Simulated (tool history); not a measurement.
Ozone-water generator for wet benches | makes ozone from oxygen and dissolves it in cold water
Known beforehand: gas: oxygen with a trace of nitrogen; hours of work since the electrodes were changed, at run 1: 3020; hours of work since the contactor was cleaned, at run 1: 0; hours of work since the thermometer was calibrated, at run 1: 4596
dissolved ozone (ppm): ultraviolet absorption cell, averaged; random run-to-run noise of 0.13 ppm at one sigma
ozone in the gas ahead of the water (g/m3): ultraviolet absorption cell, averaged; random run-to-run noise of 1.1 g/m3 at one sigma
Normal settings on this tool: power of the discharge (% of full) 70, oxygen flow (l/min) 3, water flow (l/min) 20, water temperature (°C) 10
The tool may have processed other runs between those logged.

run	hour	power of the discharge (% of full)	oxygen flow (l/min)	water flow (l/min)	water temperature (°C)	hours of work since the electrodes were changed	hours of work since the contactor was cleaned	hours of work since the thermometer was calibrated	dissolved ozone (ppm)	ozone in the gas ahead of the water (g/m3)
1	0	70	3	20	10	3020	0	4596	13.1	194.9
2	100.3	70	3	20	10	3091	71	4666	12.9	193.3
3	224.2	70	3	20	10	3178	158	4754	13	192.4
4	307.4	70	3	20	10	3237	217	4812	12.8	190.4
5	411.3	70	3	25	10	3310	290	4885	10.4	192.6
6	524.3	70	3	15	10	3390	369	4965	16.9	191.6
7	639.3	70	3	21	10	3471	450	5046	12.2	191.1
8	754	70	3	21	10	3551	531	5127	12.2	188.8
9	807.6	70	3	21	7	3589	569	5165	12.5	191.6
10	873.4	70	3	21	7	3636	615	5211	12.4	189.4
11	968.6	70	3	21	7	3703	682	5278	12.2	188
12	1053	70	3	21	7	3762	742	5338	12.2	190.2
13	1110.6	70	3	21	7	3803	782	5378	12.4	188.7
14	1171.6	70	3	20	8	3846	825	5421	12.7	190.2
15	1278.1	70	3	13	8	3921	901	5496	18.7	186.7
16	1349.1	60	3	18	8	3971	950	5546	13.1	172.2
17	1438.1	60	3	18	8	4033	1013	5609	12.8	173.4
18	1533.7	60	3	18	8	4101	1081	5676	12.8	173.5
19	1588.9	60	3.26	18	8	4140	1119	5715	13	164.3
20	1658.2	70	1.76	19	10	4188	1168	5764	11.6	252.3
21	1756.7	70	3.41	20	10	4258	1238	5833	12.5	174.8
22	1873.5	74	3.49	20	10	4340	1320	5916	12.9	175.9
# hour 1925.2: water thermometer calibrated
23	1939.4	74	3.49	20	10	4386	1366	10	12.9	177.2
24	2022	61	3	12	10	4444	1424	68	18	173.2
25	2074.4	53	3	12	10	4481	1461	105	16.9	160
26	2204.4	61	3	12	10	4573	1553	197	17.8	171.6

Hidden condition of the tool, last listed run before each entry between runs versus first listed run after:
After run 22, before run 23: water thermometer calibrated (hour 1925.2)
  yield of the discharge, % of new electrodes': 91.8 -> 91.7; contactor's efficiency, % of a clean one's: 94.4 -> 94.2; true water temperature over the reading, C: 0.86 -> -0.05
  measured result minus the result with no hidden state, dissolved ozone (ppm): -1.8 -> -1.8; ozone in the gas ahead of the water (g/m3): -16.3 -> -16.5

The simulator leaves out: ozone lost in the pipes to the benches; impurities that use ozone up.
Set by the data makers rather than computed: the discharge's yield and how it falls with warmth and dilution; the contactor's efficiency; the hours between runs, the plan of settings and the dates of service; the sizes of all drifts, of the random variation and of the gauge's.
